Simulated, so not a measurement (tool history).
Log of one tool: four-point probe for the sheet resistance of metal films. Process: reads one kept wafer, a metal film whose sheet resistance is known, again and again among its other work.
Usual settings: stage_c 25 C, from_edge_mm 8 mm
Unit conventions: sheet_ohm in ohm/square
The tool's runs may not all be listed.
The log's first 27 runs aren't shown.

run    hour  stage_c  from_edge_mm  touches since the probe head was changed  hours of work since the stage's thermometer was calibrated  sheet_ohm
 28  1006.3       26            19                                     45022                                                         803   0.034237
 29  1033.3       26            15                                     46527                                                         821   0.034254
 30  1085.9       19             5                                     49457                                                         856   0.034704
 31  1112.8       29             7                                     50954                                                         874   0.034297
 32  1155.5       29             7                                     53336                                                         902   0.034295
 33  1184.5       29             7                                     54952                                                         922   0.034290
 34  1229.2       31             7                                     57448                                                         952   0.034265
 35  1271.7       25            33                                     59816                                                         980   0.034240
 36  1303.7       25            33                                     61601                                                        1002   0.034254
     1350.6  -- new probe head fitted
 37  1350.6       18            52                                         0                                                        1032   0.034436
 38  1376.7       22             8                                      1456                                                        1050   0.034427
 39  1399.8       22             8                                      2742                                                        1065   0.034448
 40  1447.2       22             8                                      5387                                                        1097   0.034444
 41  1489.0       33            25                                      7713                                                        1125   0.034071
 42  1532.8       25            21                                     10154                                                        1154   0.034275
 43  1573.4       25            21                                     12419                                                        1181   0.034272
 44  1623.6       22            14                                     15219                                                        1215   0.034366
 45  1672.1       32             8                                     17921                                                        1247   0.034194
 46  1714.7       32             8                                     20299                                                        1276   0.034206

Each row is a separate what-if for the run after 46, all from the same tool condition, not one after another. Results?
  A  1744.7       23             7                                     21966                                                        1296          ?
  B  1744.7       30             7                                     21966                                                        1296          ?
  C  1744.7       20            56                                     21966                                                        1296          ?

run  sheet_ohm
  A   0.034452
  B   0.034283
  C   0.034384
With no hidden state in the tool, these same runs would have given:
run  sheet_ohm
  A   0.034453
  B   0.034284
  C   0.034386
